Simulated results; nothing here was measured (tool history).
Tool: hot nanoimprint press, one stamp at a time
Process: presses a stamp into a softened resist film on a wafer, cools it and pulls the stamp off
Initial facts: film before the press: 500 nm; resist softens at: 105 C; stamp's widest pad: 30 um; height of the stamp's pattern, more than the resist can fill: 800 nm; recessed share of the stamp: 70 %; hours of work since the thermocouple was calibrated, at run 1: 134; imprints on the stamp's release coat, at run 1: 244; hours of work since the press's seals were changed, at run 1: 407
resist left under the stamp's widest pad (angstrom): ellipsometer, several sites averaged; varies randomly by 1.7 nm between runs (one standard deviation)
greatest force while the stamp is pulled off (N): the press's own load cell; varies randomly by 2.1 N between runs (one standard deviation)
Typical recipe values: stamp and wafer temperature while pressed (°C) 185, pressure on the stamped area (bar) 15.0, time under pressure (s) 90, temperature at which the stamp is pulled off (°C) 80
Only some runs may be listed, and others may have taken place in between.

run,hour,stamp and wafer temperature while pressed (°C),pressure on the stamped area (bar),time under pressure (s),temperature at which the stamp is pulled off (°C),hours of work since the thermocouple was calibrated,imprints on the stamp's release coat,hours of work since the press's seals were changed,resist left under the stamp's widest pad (angstrom),greatest force while the stamp is pulled off (N)
1,0.0,185,15.0,90,80,134,244,407,2772,90
2,25.4,185,15.0,90,80,144,279,418,2794,91
3,38.9,185,15.0,90,80,150,298,424,2788,93
4,62.9,185,15.0,90,65,160,332,434,2781,118
5,88.1,184,15.0,90,80,170,367,444,2868,91
6,114.9,184,15.0,90,80,182,404,455,2884,91
7,127.7,184,15.0,90,80,187,422,460,2893,92
8,150.4,184,15.0,90,80,196,453,470,2901,93
9,163.2,185,15.0,90,80,202,471,475,2738,92
10,188.0,185,15.0,90,80,212,506,485,2758,92
11,201.9,185,15.0,90,76,218,525,491,2797,99
12,219.0,195,15.0,90,80,225,549,498,1987,94
13,239.5,195,22.3,90,80,233,577,507,1609,93
14,253.5,195,22.3,90,78,239,597,513,1608,95
15,269.0,185,15.0,90,80,245,618,519,2809,93
16,283.5,185,15.0,143,72,251,638,525,2396,110
17,313.1,185,15.0,143,72,264,679,537,2382,108
18,334.8,185,15.0,143,72,273,710,546,2365,107
19,359.8,185,10.0,90,67,283,744,557,3242,112
20,380.4,189,15.0,91,87,292,773,565,2437,79
21,408.0,189,15.0,91,87,303,811,577,2426,84
22,431.3,178,15.7,90,76,313,844,586,3420,102
23,451.2,178,15.7,90,76,321,871,594,3441,99
24,474.0,193,21.2,68,80,330,903,604,1992,92
25,495.2,193,20.3,170,79,339,933,613,1404,93
26,511.1,193,20.3,170,79,346,955,619,1402,95
27,533.3,193,20.3,170,79,355,986,628,1417,96
28,549.5,193,20.3,170,79,362,1008,635,1408,94
29,573.1,185,23.0,59,79,371,1041,645,2676,99

What if the next run were any one of these 4? Each begins from the tool's condition after run 29:
A,602.6,185,23.0,171,79,384,1082,657,?,?
B,602.6,185,23.0,170,79,384,1082,657,?,?
C,602.6,177,23.0,59,79,384,1082,657,?,?
D,602.6,185,19.9,59,79,384,1082,657,?,?

run,resist left under the stamp's widest pad (angstrom),greatest force while the stamp is pulled off (N)
A,1808,91
B,1804,94
C,3449,98
D,2833,97
Stripped of hidden state, with their random variation kept, the same runs would have yielded:
run,resist left under the stamp's widest pad (angstrom),greatest force while the stamp is pulled off (N)
A,1802,90
B,1798,93
C,3441,97
D,2826,96
